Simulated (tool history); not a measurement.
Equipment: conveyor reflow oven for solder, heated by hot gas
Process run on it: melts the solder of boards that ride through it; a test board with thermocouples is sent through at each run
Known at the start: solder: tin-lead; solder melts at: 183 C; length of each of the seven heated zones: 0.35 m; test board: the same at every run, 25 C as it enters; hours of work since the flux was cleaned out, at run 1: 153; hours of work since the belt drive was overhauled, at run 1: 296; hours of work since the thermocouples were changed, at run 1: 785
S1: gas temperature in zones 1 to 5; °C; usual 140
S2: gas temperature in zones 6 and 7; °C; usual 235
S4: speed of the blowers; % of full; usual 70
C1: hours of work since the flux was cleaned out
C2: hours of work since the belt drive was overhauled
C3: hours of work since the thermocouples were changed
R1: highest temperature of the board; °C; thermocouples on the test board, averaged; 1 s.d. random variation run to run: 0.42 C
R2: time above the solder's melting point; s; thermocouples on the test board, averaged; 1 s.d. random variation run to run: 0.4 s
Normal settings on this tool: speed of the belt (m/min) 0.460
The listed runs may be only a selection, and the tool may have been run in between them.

Run 1, hour 0.0: usual settings; C1 153; C2 296; C3 785. Result: R1 216.3 °C, R2 68.1 s.
Run 2, hour 12.0: usual settings; C1 162; C2 305; C3 794. Result: R1 216.5 °C, R2 68.5 s.
Run 3, hour 28.5: usual settings but S2 237 °C; C1 174; C2 317; C3 806. Result: R1 217.9 °C, R2 69.2 s.
Run 4, hour 36.7: usual settings; C1 180; C2 323; C3 812. Result: R1 216.1 °C, R2 68.7 s.
Run 5, hour 56.4: usual settings; C1 195; C2 338; C3 827. Result: R1 215.5 °C, R2 67.7 s.
Run 6, hour 65.4: usual settings; C1 202; C2 345; C3 834. Result: R1 215.7 °C, R2 67.8 s.
At hour 72.6: flux residue cleaned out of gas plates and filters.
Run 7, hour 81.3: usual settings; C1 6; C2 353; C3 842. Result: R1 214.6 °C, R2 66.9 s.
Run 8, hour 94.3: usual settings but S4 79 % of full; C1 16; C2 363; C3 852. Result: R1 216.3 °C, R2 69.6 s.
Run 9, hour 112.0: usual settings; C1 30; C2 376; C3 865. Result: R1 214.1 °C, R2 66.1 s.
Run 10, hour 128.5: usual settings; C1 42; C2 388; C3 877. Result: R1 213.7 °C, R2 66.0 s.
Run 11, hour 147.6: usual settings; C1 56; C2 403; C3 892. Result: R1 213.9 °C, R2 66.0 s.
At hour 167.8: flux residue cleaned out of gas plates and filters, once more.
Run 12, hour 171.2: usual settings; C1 3; C2 417; C3 906. Result: R1 217.1 °C, R2 70.6 s.
Run 13, hour 190.5: usual settings but speed of the belt (m/min) 0.372; C1 17; C2 431; C3 920. Result: R1 222.9 °C, R2 94.9 s.
Run 14, hour 203.1: usual settings but S1 147 °C, speed of the belt (m/min) 0.372; C1 27; C2 441; C3 929. Result: R1 223.2 °C, R2 98.9 s.
Run 15, hour 214.4: usual settings; C1 35; C2 449; C3 938. Result: R1 216.9 °C, R2 69.7 s.
Run 16, hour 232.0: usual settings but S2 223 °C, speed of the belt (m/min) 0.408, S4 54 % of full; C1 48; C2 462; C3 951. Result: R1 205.3 °C, R2 63.9 s.
Run 17, hour 242.9: usual settings but S2 223 °C, speed of the belt (m/min) 0.408, S4 54 % of full; C1 56; C2 470; C3 959. Result: R1 206.4 °C, R2 64.0 s.
Run 18, hour 253.5: usual settings but S2 244 °C; C1 64; C2 478; C3 967. Result: R1 224.4 °C, R2 76.0 s.
Run 19, hour 264.1: usual settings but S1 150 °C, S4 74 % of full; C1 72; C2 486; C3 975. Result: R1 219.3 °C, R2 77.4 s.
Run 20, hour 277.3: usual settings but S1 144 °C, S2 242 °C, speed of the belt (m/min) 0.378, S4 76 % of full; C1 82; C2 496; C3 985. Result: R1 229.9 °C, R2 99.6 s.
At hour 288.5: thermocouples of zones 6 and 7 changed.
Run 21, hour 296.1: usual settings but speed of the belt (m/min) 0.481, S4 53 % of full; C1 95; C2 509; C3 6. Result: R1 211.9 °C, R2 59.8 s.
Run 22, hour 304.6: usual settings but S1 136 °C, speed of the belt (m/min) 0.427; C1 101; C2 515; C3 12. Result: R1 220.9 °C, R2 78.0 s.
Run 23, hour 315.4: usual settings but S1 136 °C, speed of the belt (m/min) 0.427; C1 109; C2 523; C3 20. Result: R1 220.4 °C, R2 78.0 s.
Run 24, hour 323.9: usual settings but S1 146 °C, S2 231 °C; C1 116; C2 530; C3 26. Result: R1 216.5 °C, R2 72.6 s.
Run 25, hour 343.0: usual settings but speed of the belt (m/min) 0.506, S4 71 % of full; C1 130; C2 544; C3 41. Result: R1 215.7 °C, R2 61.9 s.
Run 26, hour 356.3: usual settings but S1 155 °C, speed of the belt (m/min) 0.475; C1 140; C2 554; C3 51. Result: R1 220.3 °C, R2 77.9 s.
Run 27, hour 369.3: usual settings but S1 126 °C, S2 227 °C, speed of the belt (m/min) 0.487, S4 81 % of full; C1 150; C2 564; C3 61. Result: R1 210.5 °C, R2 54.5 s.
Run 28, hour 388.7: usual settings but S1 137 °C, S2 240 °C, speed of the belt (m/min) 0.476, S4 71 % of full; C1 164; C2 578; C3 75. Result: R1 220.4 °C, R2 70.1 s.
Run 29, hour 396.9: usual settings but S1 153 °C, S4 79 % of full; C1 170; C2 584; C3 81. Result: R1 222.6 °C, R2 81.9 s.
Run 30, hour 414.9: usual settings but S2 237 °C, speed of the belt (m/min) 0.491; C1 184; C2 598; C3 95. Result: R1 217.4 °C, R2 65.6 s.

Here are 4 independent what-if runs from the current tool condition. What would each one return?
Run A, hour 426.9: usual settings but S2 245 °C, speed of the belt (m/min) 0.419, S4 53 % of full; C1 193; C2 607; C3 104. Result: R1 ?, R2 ?.
Run B, hour 426.9: usual settings; C1 193; C2 607; C3 104. Result: R1 ?, R2 ?.
Run C, hour 426.9: usual settings but S2 223 °C, speed of the belt (m/min) 0.461, S4 80 % of full; C1 193; C2 607; C3 104. Result: R1 ?, R2 ?.
Run D, hour 426.9: usual settings but speed of the belt (m/min) 0.549; C1 193; C2 607; C3 104. Result: R1 ?, R2 ?.

run     R1    R2
  A  225.1  84.3
  B  217.6  71.1
  C  209.2  63.5
  D  211.7  53.1
Had the tool no hidden state, the same runs would have come out as:
run     R1    R2
  A  226.0  83.9
  B  218.9  71.4
  C  210.4  64.5
  D  213.3  54.1
